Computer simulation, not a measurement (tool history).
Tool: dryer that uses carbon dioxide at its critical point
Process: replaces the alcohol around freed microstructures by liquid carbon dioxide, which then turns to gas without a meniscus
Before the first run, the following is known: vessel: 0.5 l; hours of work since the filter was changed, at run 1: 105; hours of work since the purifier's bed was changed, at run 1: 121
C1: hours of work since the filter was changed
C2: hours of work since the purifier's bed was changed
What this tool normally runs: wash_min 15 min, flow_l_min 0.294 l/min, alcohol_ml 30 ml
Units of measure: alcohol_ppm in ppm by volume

{"run": 1, "hour": 0.0, "wash_min": 15, "flow_l_min": 0.294, "alcohol_ml": 30, "C1": 105, "C2": 121, "alcohol_ppm": 167}
{"run": 2, "hour": 12.5, "wash_min": 15, "flow_l_min": 0.294, "alcohol_ml": 30, "C1": 112, "C2": 128, "alcohol_ppm": 176}
{"run": 3, "hour": 18.7, "wash_min": 15, "flow_l_min": 0.294, "alcohol_ml": 30, "C1": 115, "C2": 132, "alcohol_ppm": 185}
{"run": 4, "hour": 30.7, "wash_min": 15, "flow_l_min": 0.294, "alcohol_ml": 30, "C1": 122, "C2": 138, "alcohol_ppm": 173}
{"run": 5, "hour": 37.4, "wash_min": 15, "flow_l_min": 0.294, "alcohol_ml": 30, "C1": 126, "C2": 142, "alcohol_ppm": 181}
{"run": 6, "hour": 50.4, "wash_min": 15, "flow_l_min": 0.294, "alcohol_ml": 30, "C1": 134, "C2": 150, "alcohol_ppm": 167}
{"run": 7, "hour": 62.1, "wash_min": 15, "flow_l_min": 0.294, "alcohol_ml": 30, "C1": 140, "C2": 156, "alcohol_ppm": 182}
{"run": 8, "hour": 73.0, "wash_min": 22, "flow_l_min": 0.294, "alcohol_ml": 30, "C1": 147, "C2": 163, "alcohol_ppm": 33}
{"run": 9, "hour": 85.8, "wash_min": 22, "flow_l_min": 0.422, "alcohol_ml": 30, "C1": 154, "C2": 170, "alcohol_ppm": 25}
{"run": 10, "hour": 91.7, "wash_min": 21, "flow_l_min": 0.294, "alcohol_ml": 30, "C1": 157, "C2": 173, "alcohol_ppm": 44}
{"run": 11, "hour": 99.7, "wash_min": 15, "flow_l_min": 0.294, "alcohol_ml": 30, "C1": 162, "C2": 178, "alcohol_ppm": 196}
{"run": 12, "hour": 112.0, "wash_min": 15, "flow_l_min": 0.239, "alcohol_ml": 30, "C1": 169, "C2": 185, "alcohol_ppm": 571}
{"run": 13, "hour": 125.1, "wash_min": 12, "flow_l_min": 0.239, "alcohol_ml": 30, "C1": 176, "C2": 192, "alcohol_ppm": 1450}
{"run": 14, "hour": 133.7, "wash_min": 15, "flow_l_min": 0.294, "alcohol_ml": 80, "C1": 181, "C2": 197, "alcohol_ppm": 502}
{"run": 15, "hour": 145.8, "wash_min": 15, "flow_l_min": 0.294, "alcohol_ml": 98, "C1": 188, "C2": 204, "alcohol_ppm": 614}
{"run": 16, "hour": 158.1, "wash_min": 18, "flow_l_min": 0.294, "alcohol_ml": 96, "C1": 195, "C2": 211, "alcohol_ppm": 223}
{"run": 17, "hour": 171.9, "wash_min": 18, "flow_l_min": 0.294, "alcohol_ml": 96, "C1": 203, "C2": 219, "alcohol_ppm": 222}
{"run": 18, "hour": 179.7, "wash_min": 11, "flow_l_min": 0.207, "alcohol_ml": 41, "C1": 208, "C2": 224, "alcohol_ppm": 4561}

Run 19 is up next; what results do you expect?
{"hour": 184.1, "done": "inlet filter changed"}
{"run": 19, "hour": 192.6, "wash_min": 17, "flow_l_min": 0.48, "alcohol_ml": 23, "C1": 5, "C2": 230, "alcohol_ppm": "?"}

{"run 19": {"alcohol_ppm": 33}}
Were there no unlogged condition in the tool, this run, its random variation unchanged, would have produced alcohol_ppm 6 ppm by volume.

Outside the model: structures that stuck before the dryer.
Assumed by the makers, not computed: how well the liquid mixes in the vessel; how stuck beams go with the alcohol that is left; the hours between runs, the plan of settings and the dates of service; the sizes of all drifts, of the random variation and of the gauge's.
